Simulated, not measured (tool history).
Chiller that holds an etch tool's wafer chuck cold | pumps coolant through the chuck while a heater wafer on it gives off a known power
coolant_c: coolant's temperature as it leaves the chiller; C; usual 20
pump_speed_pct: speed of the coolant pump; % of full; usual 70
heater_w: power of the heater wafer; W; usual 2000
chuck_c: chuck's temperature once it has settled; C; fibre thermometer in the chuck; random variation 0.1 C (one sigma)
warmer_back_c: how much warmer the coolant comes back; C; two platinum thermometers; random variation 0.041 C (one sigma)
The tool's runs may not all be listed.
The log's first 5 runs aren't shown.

{"run": 6, "hour": 307.2, "coolant_c": 20, "pump_speed_pct": 70, "heater_w": 2000, "chuck_c": 39.8, "warmer_back_c": 9.18}
{"run": 7, "hour": 362.9, "coolant_c": 19, "pump_speed_pct": 70, "heater_w": 2000, "chuck_c": 38.7, "warmer_back_c": 9.21}
{"run": 8, "hour": 421.8, "coolant_c": 23, "pump_speed_pct": 70, "heater_w": 2000, "chuck_c": 43.1, "warmer_back_c": 9.22}
{"run": 9, "hour": 491.8, "coolant_c": 20, "pump_speed_pct": 70, "heater_w": 2000, "chuck_c": 39.9, "warmer_back_c": 9.2}
{"run": 10, "hour": 592.5, "coolant_c": 20, "pump_speed_pct": 70, "heater_w": 2000, "chuck_c": 39.9, "warmer_back_c": 9.3}
{"run": 11, "hour": 654.3, "coolant_c": 20, "pump_speed_pct": 70, "heater_w": 2000, "chuck_c": 40, "warmer_back_c": 9.32}
{"run": 12, "hour": 768.1, "coolant_c": 20, "pump_speed_pct": 70, "heater_w": 2000, "chuck_c": 39.9, "warmer_back_c": 9.27}
{"run": 13, "hour": 824.0, "coolant_c": 20, "pump_speed_pct": 70, "heater_w": 2592, "chuck_c": 45.8, "warmer_back_c": 12.03}
{"run": 14, "hour": 893.6, "coolant_c": 20, "pump_speed_pct": 70, "heater_w": 2592, "chuck_c": 45.9, "warmer_back_c": 11.98}
{"run": 15, "hour": 955.0, "coolant_c": 20, "pump_speed_pct": 70, "heater_w": 2592, "chuck_c": 45.8, "warmer_back_c": 11.93}
{"run": 16, "hour": 1020.4, "coolant_c": 20, "pump_speed_pct": 70, "heater_w": 2000, "chuck_c": 39.9, "warmer_back_c": 9.27}
{"run": 17, "hour": 1100.1, "coolant_c": 14, "pump_speed_pct": 70, "heater_w": 2000, "chuck_c": 34, "warmer_back_c": 9.27}
{"run": 18, "hour": 1152.0, "coolant_c": 10, "pump_speed_pct": 88, "heater_w": 2721, "chuck_c": 33.3, "warmer_back_c": 9.78}
{"run": 19, "hour": 1250.8, "coolant_c": 22, "pump_speed_pct": 70, "heater_w": 1334, "chuck_c": 35.2, "warmer_back_c": 6.27}
{"run": 20, "hour": 1310.2, "coolant_c": 23, "pump_speed_pct": 76, "heater_w": 2352, "chuck_c": 45.4, "warmer_back_c": 10.03}
{"run": 21, "hour": 1419.0, "coolant_c": 23, "pump_speed_pct": 64, "heater_w": 2352, "chuck_c": 47.6, "warmer_back_c": 12.11}
{"run": 22, "hour": 1490.1, "coolant_c": 20, "pump_speed_pct": 100, "heater_w": 2000, "chuck_c": 35.5, "warmer_back_c": 6.35}
{"run": 23, "hour": 1564.3, "coolant_c": 29, "pump_speed_pct": 98, "heater_w": 2392, "chuck_c": 48.3, "warmer_back_c": 7.79}
{"run": 24, "hour": 1669.7, "coolant_c": 16, "pump_speed_pct": 70, "heater_w": 2000, "chuck_c": 35.7, "warmer_back_c": 9.31}

Forecast run 25:
{"run": 25, "hour": 1782.3, "coolant_c": 21, "pump_speed_pct": 68, "heater_w": 1530, "chuck_c": "?", "warmer_back_c": "?"}

chuck_c: 36.4 C
warmer_back_c: 7.41 C
Without the tool's hidden state the same run would have given chuck_c 36.3 C, warmer_back_c 7.21 C.
